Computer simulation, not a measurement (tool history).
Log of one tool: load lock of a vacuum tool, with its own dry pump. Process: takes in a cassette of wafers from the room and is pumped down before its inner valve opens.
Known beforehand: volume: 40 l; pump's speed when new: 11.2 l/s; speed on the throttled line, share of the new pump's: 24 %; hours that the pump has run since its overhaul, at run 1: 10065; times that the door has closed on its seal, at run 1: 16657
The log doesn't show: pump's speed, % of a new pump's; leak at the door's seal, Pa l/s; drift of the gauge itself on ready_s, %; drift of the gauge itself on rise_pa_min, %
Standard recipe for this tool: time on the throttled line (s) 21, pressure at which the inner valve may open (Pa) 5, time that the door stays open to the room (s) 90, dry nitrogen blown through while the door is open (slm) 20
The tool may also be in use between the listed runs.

run      day  time on the throttled line (s)  pressure at which the inner valve may open (Pa)  time that the door stays open to the room (s)  dry nitrogen blown through while the door is open (slm)  hours that the pump has run since its overhaul  times that the door has closed on its seal  incoming humidity of the room's air, %  time from the closed door until the inner valve may open (s)  rise of the pressure with all valves shut (Pa/min)
  1    0.000                              21                                                5                                             90                                                       20                                           10065                                       16657                                    47.0                                                          56.7                                               0.048
  2    6.138                              21                                                6                                             90                                                       20                                           10213                                       17286                                    46.5                                                          55.3                                               0.047
  3   13.546                              21                                                6                                             90                                                       20                                           10390                                       18044                                    45.8                                                          55.5                                               0.047
  4   16.962                              21                                                5                                             90                                                       20                                           10472                                       18394                                    48.2                                                          56.2                                               0.054
  5   20.383                              21                                                5                                             90                                                       20                                           10554                                       18744                                    46.2                                                          55.9                                               0.050
  6   27.221                              21                                                5                                             90                                                       20                                           10719                                       19445                                    46.0                                                          56.4                                               0.050
  7   34.921                              21                                                5                                             90                                                       16                                           10903                                       20233                                    48.0                                                          56.3                                               0.058
  8   41.896                              21                                                5                                             90                                                       16                                           11071                                       20948                                    43.0                                                          56.9                                               0.055
  9   48.796                              21                                                5                                             90                                                       16                                           11236                                       21654                                    45.0                                                          56.0                                               0.055
 10   55.604                              21                                                5                                             90                                                       16                                           11400                                       22351                                    41.7                                                          56.9                                               0.056
 11   62.842                              21                                                5                                             90                                                       16                                           11573                                       23092                                    43.5                                                          56.4                                               0.063
 12   70.800                              21                                                5                                             90                                                       16                                           11764                                       23907                                    44.8                                                          57.4                                               0.059
 13   78.729                              21                                                5                                             90                                                       16                                           11955                                       24719                                    44.1                                                          56.6                                               0.064
 14   83.317                              21                                                5                                             90                                                       16                                           12065                                       25189                                    45.0                                                          57.0                                               0.067
 15   87.217                              21                                                5                                            164                                                       16                                           12159                                       25589                                    45.0                                                          57.6                                               0.069
 16   91.192                              21                                                5                                            164                                                       16                                           12254                                       25996                                    44.2                                                          57.0                                               0.078
 17   97.083                              21                                                5                                            164                                                       16                                           12395                                       26599                                    47.1                                                          56.4                                               0.074
 18  100.954                              21                                                5                                            164                                                       16                                           12488                                       26995                                    42.3                                                          56.4                                               0.073
 19  105.629                              21                                                5                                            164                                                       16                                           12600                                       27474                                    46.1                                                          57.6                                               0.075
 20  111.204                              25                                                5                                             26                                                       16                                           12734                                       28045                                    43.9                                                          60.4                                               0.056
 21  116.883                              25                                                5                                             26                                                       16                                           12871                                       28627                                    41.4                                                          59.9                                               0.062
 22  120.671                              11                                                6                                             41                                                       10                                           12961                                       29014                                    43.9                                                          49.9                                               0.062
 23  127.229                              11                                                6                                             41                                                       10                                           13119                                       29686                                    43.7                                                          49.7                                               0.071
 24  133.488                              15                                                6                                             90                                                       25                                           13269                                       30327                                    43.5                                                          52.2                                               0.068
 25  136.942                              39                                                5                                             71                                                       20                                           13352                                       30680                                    45.2                                                          71.1                                               0.066
 26  141.992                              19                                                5                                             71                                                       16                                           13473                                       31197                                    43.2                                                          56.7                                               0.072
 27  149.679                              19                                                5                                             71                                                       16                                           13658                                       31985                                    43.7                                                          56.2                                               0.079
 28  154.346                              12                                                7                                            117                                                       40                                           13770                                       32463                                    43.4                                                          49.5                                               0.064
 29  158.846                              21                                                6                                             84                                                       25                                           13878                                       32924                                    43.1                                                          57.0                                               0.075
 30  165.771                              21                                                6                                             84                                                       25                                           14044                                       33632                                    45.5                                                          56.9                                               0.073
 31  169.575                              19                                                5                                             94                                                        4                                           14135                                       34022                                    42.0                                                          57.8                                               0.097
 32  177.425                              19                                                9                                             29                                                        4                                           14324                                       34826                                    45.8                                                          54.4                                               0.089
 33  183.600                              21                                                5                                             38                                                       20                                           14472                                       35459                                    44.9                                                          58.5                                               0.076
 34  186.958                              21                                                5                                             54                                                        6                                           14552                                       35802                                    42.3                                                          59.1                                               0.092
 35  192.292                              21                                                5                                             54                                                        6                                           14680                                       36348                                    45.9                                                          58.2                                               0.095
 36  195.771                              21                                                4                                             54                                                        6                                           14764                                       36705                                    45.1                                                          59.2                                               0.101
 37  199.967                              12                                                4                                             32                                                        6                                           14865                                       37135                                    47.6                                                          52.4                                               0.094
 38  207.121                              12                                                4                                            183                                                        6                                           15036                                       37867                                    45.9                                                          52.8                                               0.124

Forecast each of these 3 alternatives for the next run:
  A  214.142                              11                                                4                                            183                                                        6                                           15205                                       38586                                    44.0                                                             ?                                                   ?
  B  214.142                              13                                                4                                            183                                                        6                                           15205                                       38586                                    46.1                                                             ?                                                   ?
  C  214.142                              21                                                5                                             90                                                       41                                           15205                                       38586                                    42.5                                                             ?                                                   ?

run  time from the closed door until the inner valve may open (s)  rise of the pressure with all valves shut (Pa/min)
  A                                                          51.9                                               0.124
  B                                                          53.8                                               0.127
  C                                                          58.4                                               0.081
Take away the tool's hidden state, keep each run's random variation, and the runs would have read:
run  time from the closed door until the inner valve may open (s)  rise of the pressure with all valves shut (Pa/min)
  A                                                          44.6                                               0.058
  B                                                          46.5                                               0.060
  C                                                          51.7                                               0.015
